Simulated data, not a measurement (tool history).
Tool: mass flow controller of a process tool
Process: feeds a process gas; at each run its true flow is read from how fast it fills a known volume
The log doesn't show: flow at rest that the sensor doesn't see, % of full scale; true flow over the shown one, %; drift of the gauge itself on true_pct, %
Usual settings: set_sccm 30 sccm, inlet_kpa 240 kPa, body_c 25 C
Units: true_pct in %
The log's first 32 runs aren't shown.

run	hour	set_sccm	inlet_kpa	body_c	hours of work since the controller was set to zero	hours of work since the controller was changed	true_pct
33	2471.2	21	186	38	2462	2462	98.46
34	2572.6	21	186	38	2509	2509	98.43
35	2635.3	21	186	38	2539	2539	98.44
36	2712.5	13	148	38	2575	2575	98.4
37	2812.9	13	148	38	2622	2622	98.42
38	2876.8	14	243	21	2652	2652	99.25
39	2930.6	14	160	21	2677	2677	99.44
40	2984	48	273	28	2702	2702	100.19
41	3049.6	48	263	31	2732	2732	100.04
42	3104.8	48	263	31	2758	2758	100.18

5 ways to go on from here, each from the tool as it stands after run 42. What would each give?
A	3179.2	23	220	38	2793	2793	?
B	3179.2	40	169	22	2793	2793	?
C	3179.2	22	272	26	2793	2793	?
D	3179.2	24	205	31	2793	2793	?
E	3179.2	24	240	25	2793	2793	?

run	true_pct
A	98.55
B	100.59
C	99.12
D	99.03
E	99.35
Without the tool's hidden state the same runs would have given:
run	true_pct
A	97.37
B	99.65
C	97.93
D	97.88
E	98.21
